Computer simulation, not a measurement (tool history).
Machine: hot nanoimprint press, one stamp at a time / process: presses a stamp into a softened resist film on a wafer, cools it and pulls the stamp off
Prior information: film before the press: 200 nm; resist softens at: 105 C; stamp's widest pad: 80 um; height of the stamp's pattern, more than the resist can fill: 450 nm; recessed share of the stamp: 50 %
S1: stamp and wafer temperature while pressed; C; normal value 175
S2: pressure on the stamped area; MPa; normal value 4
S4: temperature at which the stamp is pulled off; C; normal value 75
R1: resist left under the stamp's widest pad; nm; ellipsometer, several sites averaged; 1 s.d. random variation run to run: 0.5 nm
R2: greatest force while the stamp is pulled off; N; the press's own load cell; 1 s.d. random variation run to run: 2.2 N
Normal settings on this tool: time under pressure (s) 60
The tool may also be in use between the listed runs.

{"run": 1, "hour": 0.0, "S1": 175, "S2": 4, "time under pressure (s)": 60, "S4": 75, "R1": 100.1, "R2": 131}
{"run": 2, "hour": 33.3, "S1": 175, "S2": 4, "time under pressure (s)": 60, "S4": 75, "R1": 99.1, "R2": 130}
{"run": 3, "hour": 73.1, "S1": 175, "S2": 4, "time under pressure (s)": 60, "S4": 75, "R1": 99.5, "R2": 131}
{"run": 4, "hour": 114.8, "S1": 175, "S2": 4, "time under pressure (s)": 60, "S4": 75, "R1": 99, "R2": 143}
{"run": 5, "hour": 144.9, "S1": 175, "S2": 4, "time under pressure (s)": 60, "S4": 75, "R1": 98.1, "R2": 133}
{"hour": 156.1, "done": "press's hydraulic seals changed and the load cell set to zero"}
{"run": 6, "hour": 182.6, "S1": 175, "S2": 4, "time under pressure (s)": 60, "S4": 62, "R1": 96.5, "R2": 191}
{"run": 7, "hour": 213.2, "S1": 175, "S2": 4, "time under pressure (s)": 60, "S4": 62, "R1": 95.4, "R2": 193}
{"run": 8, "hour": 244.3, "S1": 181, "S2": 4, "time under pressure (s)": 60, "S4": 75, "R1": 78.5, "R2": 145}
{"hour": 284.5, "done": "stamp cleaned and given a new release coat"}
{"run": 9, "hour": 291.2, "S1": 175, "S2": 4, "time under pressure (s)": 60, "S4": 75, "R1": 95.3, "R2": 100}
{"run": 10, "hour": 319.2, "S1": 175, "S2": 4, "time under pressure (s)": 104, "S4": 75, "R1": 78.4, "R2": 98}
{"run": 11, "hour": 351.0, "S1": 175, "S2": 4, "time under pressure (s)": 104, "S4": 75, "R1": 78.1, "R2": 97}
{"run": 12, "hour": 386.0, "S1": 179, "S2": 4.14, "time under pressure (s)": 39, "S4": 63, "R1": 95.1, "R2": 132}
{"run": 13, "hour": 416.2, "S1": 179, "S2": 4.14, "time under pressure (s)": 39, "S4": 63, "R1": 95.2, "R2": 138}
{"run": 14, "hour": 460.4, "S1": 175, "S2": 4, "time under pressure (s)": 60, "S4": 68, "R1": 94.5, "R2": 126}
{"run": 15, "hour": 490.4, "S1": 185, "S2": 4.78, "time under pressure (s)": 39, "S4": 74, "R1": 74.1, "R2": 108}

Run 16 has not been measured yet. What should we expect?
{"run": 16, "hour": 536.3, "S1": 185, "S2": 4.78, "time under pressure (s)": 39, "S4": 74, "R1": "?", "R2": "?"}

Run 16 yielded R1 73.9 nm, R2 112 N.
With the hidden condition absent and the run-to-run variation left alone, this run would have shown R1 77.3 nm, R2 103 N.
